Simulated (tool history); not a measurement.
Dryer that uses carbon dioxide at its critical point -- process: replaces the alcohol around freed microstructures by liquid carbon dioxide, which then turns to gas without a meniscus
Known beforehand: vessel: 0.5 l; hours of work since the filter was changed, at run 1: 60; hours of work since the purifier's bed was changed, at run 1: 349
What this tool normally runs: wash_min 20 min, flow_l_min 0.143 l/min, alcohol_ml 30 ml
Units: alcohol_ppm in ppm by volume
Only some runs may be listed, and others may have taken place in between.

| run | hour | wash_min | flow_l_min | alcohol_ml | hours of work since the filter was changed | hours of work since the purifier's bed was changed | alcohol_ppm |
|---|---|---|---|---|---|---|---|
| 1 | 0.0 | 20 | 0.143 | 30 | 60 | 349 | 625 |
| 2 | 11.2 | 20 | 0.143 | 30 | 69 | 358 | 647 |
| 3 | 29.2 | 20 | 0.143 | 30 | 83 | 372 | 660 |
| 4 | 39.7 | 20 | 0.143 | 30 | 91 | 380 | 658 |
| 5 | 50.5 | 20 | 0.143 | 30 | 99 | 388 | 665 |
| 6 | 69.2 | 20 | 0.143 | 30 | 114 | 403 | 664 |
| 7 | 89.9 | 17 | 0.143 | 30 | 130 | 419 | 1310 |
| 8 | 110.4 | 17 | 0.143 | 30 | 146 | 434 | 1340 |
| 9 | 132.5 | 20 | 0.143 | 30 | 163 | 451 | 716 |
| 10 | 155.8 | 27 | 0.089 | 89 | 181 | 469 | 4840 |
| 11 | 167.9 | 19 | 0.143 | 60 | 190 | 479 | 1832 |
| 12 | 189.3 | 14 | 0.229 | 30 | 206 | 495 | 397 |
| 13 | 212.8 | 14 | 0.229 | 30 | 224 | 513 | 409 |
| 14 | 236.3 | 14 | 0.229 | 30 | 243 | 531 | 415 |
| 15 | 258.1 | 14 | 0.119 | 30 | 259 | 548 | 4959 |
| 16 | 277.2 | 14 | 0.167 | 30 | 274 | 563 | 1746 |
| 17 | 298.6 | 14 | 0.091 | 106 | 291 | 579 | 32917 |
| 18 | 310.1 | 14 | 0.091 | 106 | 299 | 588 | 32949 |

Consider 3 possible next runs. They are alternatives, not a sequence: every one starts from the tool as it was left by run 18. What does each give?
| A | 323.8 | 14 | 0.184 | 106 | 310 | 599 | ? |
| B | 323.8 | 25 | 0.091 | 43 | 310 | 599 | ? |
| C | 323.8 | 24 | 0.096 | 21 | 310 | 599 | ? |

| run | alcohol_ppm |
|---|---|
| A | 4237 |
| B | 3143 |
| C | 1461 |
The same runs, with their run-to-run variation unchanged, on a tool lacking any hidden condition would have given:
| run | alcohol_ppm |
|---|---|
| A | 2938 |
| B | 2298 |
| C | 1055 |
